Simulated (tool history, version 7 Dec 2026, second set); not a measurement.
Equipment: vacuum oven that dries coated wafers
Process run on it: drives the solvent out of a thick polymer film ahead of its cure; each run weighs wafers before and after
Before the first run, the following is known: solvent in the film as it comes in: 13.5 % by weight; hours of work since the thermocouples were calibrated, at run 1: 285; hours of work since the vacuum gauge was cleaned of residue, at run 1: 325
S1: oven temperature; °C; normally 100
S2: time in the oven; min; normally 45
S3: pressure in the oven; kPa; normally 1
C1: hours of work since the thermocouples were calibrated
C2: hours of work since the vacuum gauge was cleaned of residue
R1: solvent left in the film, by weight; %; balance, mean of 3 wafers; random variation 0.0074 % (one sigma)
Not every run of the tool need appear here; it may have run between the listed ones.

Run 1, hour 0: usual settings; C1 285; C2 325. Result: R1 2.604 %.
Run 2, hour 13.5: usual settings; C1 292; C2 332. Result: R1 2.606 %.
Run 3, hour 30.3: usual settings but S3 0.6 kPa; C1 301; C2 341. Result: R1 2.472 %.
Run 4, hour 43.4: usual settings but S3 0.6 kPa; C1 308; C2 347. Result: R1 2.466 %.
Run 5, hour 59.9: usual settings but S3 0.6 kPa; C1 316; C2 356. Result: R1 2.459 %.
Run 6, hour 71.4: usual settings but S3 0.6 kPa; C1 322; C2 362. Result: R1 2.455 %.
Run 7, hour 90.4: usual settings but S3 0.6 kPa; C1 332; C2 372. Result: R1 2.462 %.
Run 8, hour 112: usual settings; C1 343; C2 383. Result: R1 2.607 %.
Run 9, hour 121.9: usual settings; C1 348; C2 388. Result: R1 2.591 %.
Run 10, hour 140.1: usual settings; C1 358; C2 397. Result: R1 2.584 %.
Run 11, hour 161.2: usual settings; C1 369; C2 408. Result: R1 2.576 %.
Run 12, hour 172.2: usual settings; C1 374; C2 414. Result: R1 2.58 %.
Run 13, hour 183.5: usual settings; C1 380; C2 420. Result: R1 2.581 %.
Run 14, hour 204.4: usual settings; C1 391; C2 431. Result: R1 2.587 %.
Run 15, hour 221.7: usual settings but S3 0.91 kPa; C1 400; C2 440. Result: R1 2.555 %.
Run 16, hour 239.2: usual settings but S1 112 °C, S2 71 min, S3 0.65 kPa; C1 409; C2 449. Result: R1 0.392 %.
At hour 242.9: oven's thermocouples calibrated.
Run 17, hour 260.3: usual settings but S1 112 °C, S2 35 min, S3 0.65 kPa; C1 9; C2 459. Result: R1 1.628 %.
Run 18, hour 282: usual settings but S1 96 °C, S2 30 min, S3 1.3 kPa; C1 20; C2 470. Result: R1 4.823 %.
Run 19, hour 299.9: usual settings but S1 96 °C, S2 30 min, S3 1.3 kPa; C1 30; C2 479. Result: R1 4.811 %.
Run 20, hour 312.9: usual settings but S1 92 °C, S2 30 min, S3 2.09 kPa; C1 36; C2 486. Result: R1 5.766 %.
Run 21, hour 324: usual settings but S1 92 °C, S2 30 min, S3 2.09 kPa; C1 42; C2 492. Result: R1 5.776 %.
At hour 337.9: oven's thermocouples calibrated, once more.
Run 22, hour 347.9: usual settings but S2 29 min; C1 5; C2 503. Result: R1 4.301 %.
Run 23, hour 366.2: usual settings but S2 29 min; C1 15; C2 512. Result: R1 4.31 %.
Run 24, hour 382.6: usual settings but S1 102 °C, S2 66 min, S3 0.58 kPa; C1 23; C2 521. Result: R1 1.153 %.
Run 25, hour 392.2: usual settings but S1 102 °C, S2 66 min, S3 0.58 kPa; C1 28; C2 526. Result: R1 1.162 %.
Run 26, hour 414.8: usual settings but S1 112 °C, S2 38 min; C1 40; C2 537. Result: R1 1.567 %.
Run 27, hour 438.4: usual settings but S1 112 °C, S2 38 min; C1 52; C2 550. Result: R1 1.555 %.

Each row is a separate what-if for the run after 27, all from the same tool condition, not one after another. Results?
Run A, hour 458.9: usual settings but S1 108 °C, S2 23 min; C1 63; C2 560. Result: R1 ?.
Run B, hour 458.9: usual settings but S1 108 °C, S2 24 min, S3 0.98 kPa; C1 63; C2 560. Result: R1 ?.
Run C, hour 458.9: usual settings but S2 30 min; C1 63; C2 560. Result: R1 ?.

run     R1
  A  3.872
  B  3.687
  C  4.167
Had the tool no hidden state, the same runs would have come out as:
run     R1
  A  3.893
  B  3.707
  C  4.182

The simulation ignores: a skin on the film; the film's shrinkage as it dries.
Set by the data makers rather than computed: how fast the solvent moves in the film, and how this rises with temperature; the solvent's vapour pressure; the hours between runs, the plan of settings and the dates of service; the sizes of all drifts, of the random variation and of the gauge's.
